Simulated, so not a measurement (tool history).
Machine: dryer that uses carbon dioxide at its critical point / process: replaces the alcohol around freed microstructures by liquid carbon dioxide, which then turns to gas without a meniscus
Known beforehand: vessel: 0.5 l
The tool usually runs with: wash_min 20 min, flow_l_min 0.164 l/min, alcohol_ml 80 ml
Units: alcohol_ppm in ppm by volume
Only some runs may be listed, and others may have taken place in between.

Run 1, day 0: usual settings. Result: alcohol_ppm 269 ppm by volume.
Run 2, day 0.238: usual settings. Result: alcohol_ppm 281 ppm by volume.
Run 3, day 0.65: usual settings but wash_min 15 min. Result: alcohol_ppm 1320 ppm by volume.
Run 4, day 0.888: usual settings but wash_min 15 min. Result: alcohol_ppm 1342 ppm by volume.
Run 5, day 1.279: usual settings but wash_min 15 min. Result: alcohol_ppm 1349 ppm by volume.
Run 6, day 1.567: usual settings but wash_min 15 min. Result: alcohol_ppm 1340 ppm by volume.

Estimate the outcome of run 7 from the log above:
Run 7, day 2.046: usual settings but wash_min 15 min. Result: alcohol_ppm ?.

{"run 7": {"alcohol_ppm": 1308}}
With the hidden condition absent and the run-to-run variation left alone, this run would have shown alcohol_ppm 1201 ppm by volume.

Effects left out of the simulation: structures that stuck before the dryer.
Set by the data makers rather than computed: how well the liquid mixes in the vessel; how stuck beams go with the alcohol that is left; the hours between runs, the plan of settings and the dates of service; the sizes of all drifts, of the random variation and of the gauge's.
